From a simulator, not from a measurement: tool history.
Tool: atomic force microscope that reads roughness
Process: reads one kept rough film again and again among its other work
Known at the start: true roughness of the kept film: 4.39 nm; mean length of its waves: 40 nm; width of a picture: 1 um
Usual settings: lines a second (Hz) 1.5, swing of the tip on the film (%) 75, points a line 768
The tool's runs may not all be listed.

run   hour  lines a second (Hz)  swing of the tip on the film (%)  points a line  roughness of the kept film (nm (root mean square))
  1      0                  1.5                                75            768                                               3.283
  2    9.2                  1.5                                75            768                                               3.226
  3   24.8                  1.5                                75            768                                               3.107
  4   33.9                  1.5                                75            768                                               3.026
  5     43                  1.5                                75            768                                               2.999
  6   57.9                  1.5                                75            768                                               2.912
  7   74.4                  1.5                                79            768                                               3.375
  8   85.9                  1.5                                89            768                                               3.014
  9   93.8                  1.5                                89            768                                               2.981
 10  109.5                  1.5                                88            768                                               2.881
 11  116.7                  1.5                                88            768                                               2.838
 12  125.7                  1.5                                75            768                                               3.041
 13    137                 1.86                                75            768                                               2.892
 14  153.8                 1.86                                75            768                                                2.77
 15    167                 1.86                                80            768                                               3.254
 16  176.9                 1.86                                80            768                                               3.135
 17  186.8                  1.5                                75            768                                               3.301
 18  200.3                  1.5                                75            768                                               3.189
 19  213.1                 1.45                                75            768                                               3.094
 20  222.2                 0.72                                75            768                                               3.186
 21  232.8                 0.72                                75            768                                               3.155
 22  247.7                  1.5                                69            768                                               2.933
 23  255.1                  1.5                                69            768                                               2.877
 24  267.4                  1.5                                69            768                                               3.532
 25  281.4                  1.5                                75            768                                               3.328
 26  297.2                  1.5                                75            768                                               3.187
 27  311.5                  1.5                                75            768                                                3.09
 28  318.8                 1.25                                75            662                                               3.084
 29  325.6                 1.25                                75            662                                                3.02
 30  340.8                 0.68                                55            811                                               3.195
 31  352.2                 2.61                                64            258                                                3.49
 32  364.3                 1.24                                64            258                                               3.619
 33    372                 1.24                                64            258                                               3.504
 34  385.9                 3.41                                83            298                                               2.508
 35  395.1                 0.74                                78            658                                                3.28
 36  407.9                 1.95                                81            658                                               2.809
 37  419.3                  1.5                                89            768                                               2.659
 38  426.9                  1.5                                89            768                                               2.615
 39  433.7                 0.96                                67            835                                               3.062
 40  440.9                  0.6                                77            768                                               3.031
 41  452.3                 3.41                                90            431                                               2.412
 42  469.2                 2.43                                75            645                                               3.045
 43  478.9                 0.61                                68            651                                               3.486
 44  495.6                  1.5                                67            651                                               3.187
 45  510.6                 1.08                                62            285                                               3.135
 46    524                 3.42                                73            802                                                2.56
 47  536.3                 3.42                                73            802                                               3.129
 48    547                 1.89                                61            277                                               3.556
 49  563.3                 1.32                                73            300                                               3.343

Taken out of this log: 6 entries between the listed runs. Where each belongs, and how the hidden state differs across it:
Between runs 6 and 7: new tip fitted (hour 69.3)
  radius of the tip, nm: 32.5 -> 11.5; height scale over the true one, %: 0.06 -> 0.07
  measured less the result without the state, roughness of the kept film (nm (root mean square)): -0.637 -> -0.047
Between runs 14 and 15: new tip fitted (hour 162.9)
  radius of the tip, nm: 33.7 -> 11.6; height scale over the true one, %: 0.15 -> 0.16
  measured less the result without the state, roughness of the kept film (nm (root mean square)): -0.636 -> -0.044
Between runs 23 and 24: new tip fitted (hour 256.9)
  radius of the tip, nm: 36.5 -> 13; height scale over the true one, %: 0.25 -> 0.26
  measured less the result without the state, roughness of the kept film (nm (root mean square)): -0.734 -> -0.095
Between runs 30 and 31: new tip fitted (hour 350.3)
  radius of the tip, nm: 33.4 -> 10.9; height scale over the true one, %: 0.33 -> 0.34
  measured less the result without the state, roughness of the kept film (nm (root mean square)): -0.72 -> -0.019
Between runs 40 and 41: new tip fitted (hour 443.7)
  radius of the tip, nm: 35.7 -> 13.6; height scale over the true one, %: 0.43 -> 0.44
  measured less the result without the state, roughness of the kept film (nm (root mean square)): -0.743 -> -0.073
Between runs 46 and 47: new tip fitted (hour 536.3)
  radius of the tip, nm: 34 -> 10.6; height scale over the true one, %: 0.51 -> 0.52
  measured less the result without the state, roughness of the kept film (nm (root mean square)): -0.583 -> -0.001

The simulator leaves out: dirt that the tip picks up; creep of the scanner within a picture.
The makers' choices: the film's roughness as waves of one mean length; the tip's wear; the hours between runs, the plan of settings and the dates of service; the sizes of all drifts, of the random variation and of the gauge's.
